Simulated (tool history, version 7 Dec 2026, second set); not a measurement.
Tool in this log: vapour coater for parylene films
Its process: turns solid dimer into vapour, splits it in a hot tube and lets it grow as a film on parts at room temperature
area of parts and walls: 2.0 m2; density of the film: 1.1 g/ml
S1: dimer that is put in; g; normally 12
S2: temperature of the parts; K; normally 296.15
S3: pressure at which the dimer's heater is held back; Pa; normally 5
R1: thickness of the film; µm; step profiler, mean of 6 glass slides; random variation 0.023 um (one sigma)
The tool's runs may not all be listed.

{"run": 1, "day": 0.0, "S1": 12, "S2": 296.15, "S3": 5, "R1": 3.01}
{"run": 2, "day": 0.438, "S1": 12, "S2": 296.15, "S3": 5.98, "R1": 2.94}
{"run": 3, "day": 1.146, "S1": 12, "S2": 296.15, "S3": 5.98, "R1": 2.96}
{"run": 4, "day": 1.825, "S1": 11, "S2": 296.15, "S3": 5.98, "R1": 2.71}
{"run": 5, "day": 2.208, "S1": 11, "S2": 296.15, "S3": 5.98, "R1": 2.7}
{"run": 6, "day": 2.742, "S1": 12, "S2": 307.15, "S3": 5, "R1": 2.2}
{"run": 7, "day": 3.25, "S1": 12, "S2": 296.15, "S3": 5.62, "R1": 2.92}
{"run": 8, "day": 3.958, "S1": 12, "S2": 296.15, "S3": 5.62, "R1": 2.97}
{"run": 9, "day": 4.617, "S1": 12, "S2": 293.15, "S3": 5.62, "R1": 3.22}
{"run": 10, "day": 4.992, "S1": 12, "S2": 293.15, "S3": 5.62, "R1": 3.26}
{"run": 11, "day": 5.654, "S1": 10, "S2": 305.15, "S3": 3.79, "R1": 1.93}
{"day": 5.9, "done": "trap's valve overhauled"}
{"run": 12, "day": 6.583, "S1": 15, "S2": 299.15, "S3": 8.82, "R1": 3.22}
{"run": 13, "day": 7.092, "S1": 15, "S2": 299.15, "S3": 8.82, "R1": 3.29}

Expected results for the next run?
{"run": 14, "day": 7.642, "S1": 12, "S2": 288.15, "S3": 4.71, "R1": "?"}

Run 14 gave R1 3.82 µm.
If the tool had no hidden condition, the same run with the same run-to-run variation would have returned R1 3.82 µm.
